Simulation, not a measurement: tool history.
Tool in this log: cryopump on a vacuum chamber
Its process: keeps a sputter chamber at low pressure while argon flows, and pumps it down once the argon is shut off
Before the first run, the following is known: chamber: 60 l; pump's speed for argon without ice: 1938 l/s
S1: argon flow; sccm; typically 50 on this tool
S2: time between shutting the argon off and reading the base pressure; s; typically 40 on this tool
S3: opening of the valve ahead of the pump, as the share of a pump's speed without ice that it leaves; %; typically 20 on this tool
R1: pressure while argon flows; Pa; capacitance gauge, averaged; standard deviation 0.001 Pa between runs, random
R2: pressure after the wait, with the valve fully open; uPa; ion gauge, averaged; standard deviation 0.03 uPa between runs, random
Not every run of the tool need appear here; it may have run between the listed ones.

run 1 hour=0.0 | S1=50 S2=40 S3=20 | R1=0.2206 R2=2.76
run 2 hour=11.7 | S1=50 S2=40 S3=20 | R1=0.2199 R2=2.82
run 3 hour=26.6 | S1=50 S2=40 S3=20 | R1=0.2208 R2=2.84
run 4 hour=42.2 | S1=50 S2=40 S3=20 | R1=0.2177 R2=2.78
run 5 hour=52.7 | S1=50 S2=40 S3=20 | R1=0.2216 R2=2.81
run 6 hour=62.5 | S1=36 S2=40 S3=20 | R1=0.1581 R2=2.88
run 7 hour=78.3 | S1=50 S2=40 S3=20 | R1=0.2201 R2=2.88
run 8 hour=91.7 | S1=50 S2=40 S3=20 | R1=0.2193 R2=2.89
run 9 hour=99.2 | S1=50 S2=62 S3=20 | R1=0.2192 R2=2.43
run 10 hour=109.3 | S1=50 S2=62 S3=20 | R1=0.2193 R2=2.37
run 11 hour=120.6 | S1=49 S2=40 S3=20 | R1=0.2158 R2=2.88
run 12 hour=132.8 | S1=49 S2=40 S3=20 | R1=0.2183 R2=2.97
run 13 hour=146.7 | S1=50 S2=64 S3=20 | R1=0.2199 R2=2.41
run 14 hour=162.0 | S1=50 S2=64 S3=20 | R1=0.2209 R2=2.43
run 15 hour=171.7 | S1=50 S2=28 S3=20 | R1=0.2214 R2=3.51
run 16 hour=178.5 | S1=93 S2=28 S3=20 | R1=0.4137 R2=3.57
run 17 hour=193.4 | S1=36 S2=85 S3=20 | R1=0.1577 R2=2.27
run 18 hour=202.6 | S1=36 S2=85 S3=20 | R1=0.1592 R2=2.28
run 19 hour=213.7 | S1=36 S2=85 S3=20 | R1=0.1591 R2=2.30
run 20 hour=226.9 | S1=31 S2=40 S3=20 | R1=0.1386 R2=2.95
run 21 hour=236.9 | S1=31 S2=40 S3=20 | R1=0.1380 R2=2.94
run 22 hour=248.8 | S1=56 S2=218 S3=20 | R1=0.2493 R2=1.88
run 23 hour=260.3 | S1=20 S2=185 S3=43 | R1=0.0425 R2=1.92
run 24 hour=268.6 | S1=50 S2=160 S3=23 | R1=0.1953 R2=1.98
run 25 hour=278.2 | S1=50 S2=117 S3=39 | R1=0.1178 R2=2.13
run 26 hour=285.1 | S1=50 S2=117 S3=39 | R1=0.1155 R2=2.21
run 27 hour=292.2 | S1=60 S2=117 S3=39 | R1=0.1405 R2=2.14
run 28 hour=301.0 | S1=60 S2=117 S3=39 | R1=0.1393 R2=2.18
run 29 hour=315.3 | S1=60 S2=117 S3=39 | R1=0.1401 R2=2.14
run 30 hour=322.5 | S1=55 S2=166 S3=20 | R1=0.2466 R2=2.10
run 31 hour=335.2 | S1=55 S2=166 S3=20 | R1=0.2454 R2=2.06

Below, each run's measurement less what the same run would have read without the hidden state. Both values contain the same run-to-run variation, but the gauge's scatter may not be the same in both:
Hidden state at play: pump's speed, % of a pump's without ice; cold plate's temperature, K; leak into the chamber, uPa l/s; drift of the gauge itself on working_pa, %; drift of the gauge itself on base_upa, %.
run=1 R1=+0.0014 R2=+1.29
run=2 R1=+0.0015 R2=+1.31
run=3 R1=+0.0016 R2=+1.32
run=4 R1=+0.0018 R2=+1.32
run=5 R1=+0.0019 R2=+1.33
run=6 R1=+0.0015 R2=+1.36
run=7 R1=+0.0022 R2=+1.38
run=8 R1=+0.0024 R2=+1.37
run=9 R1=+0.0024 R2=+1.38
run=10 R1=+0.0025 R2=+1.39
run=11 R1=+0.0027 R2=+1.38
run=12 R1=+0.0028 R2=+1.43
run=13 R1=+0.0030 R2=+1.42
run=14 R1=+0.0032 R2=+1.44
run=15 R1=+0.0033 R2=+1.43
run=16 R1=+0.0063 R2=+1.45
run=17 R1=+0.0025 R2=+1.48
run=18 R1=+0.0026 R2=+1.46
run=19 R1=+0.0027 R2=+1.50
run=20 R1=+0.0024 R2=+1.45
run=21 R1=+0.0026 R2=+1.46
run=22 R1=+0.0047 R2=+1.46
run=23 R1=+0.0018 R2=+1.49
run=24 R1=+0.0045 R2=+1.49
run=25 R1=+0.0046 R2=+1.51
run=26 R1=+0.0046 R2=+1.56
run=27 R1=+0.0057 R2=+1.52
run=28 R1=+0.0058 R2=+1.53
run=29 R1=+0.0060 R2=+1.53
run=30 R1=+0.0056 R2=+1.59
run=31 R1=+0.0058 R2=+1.57
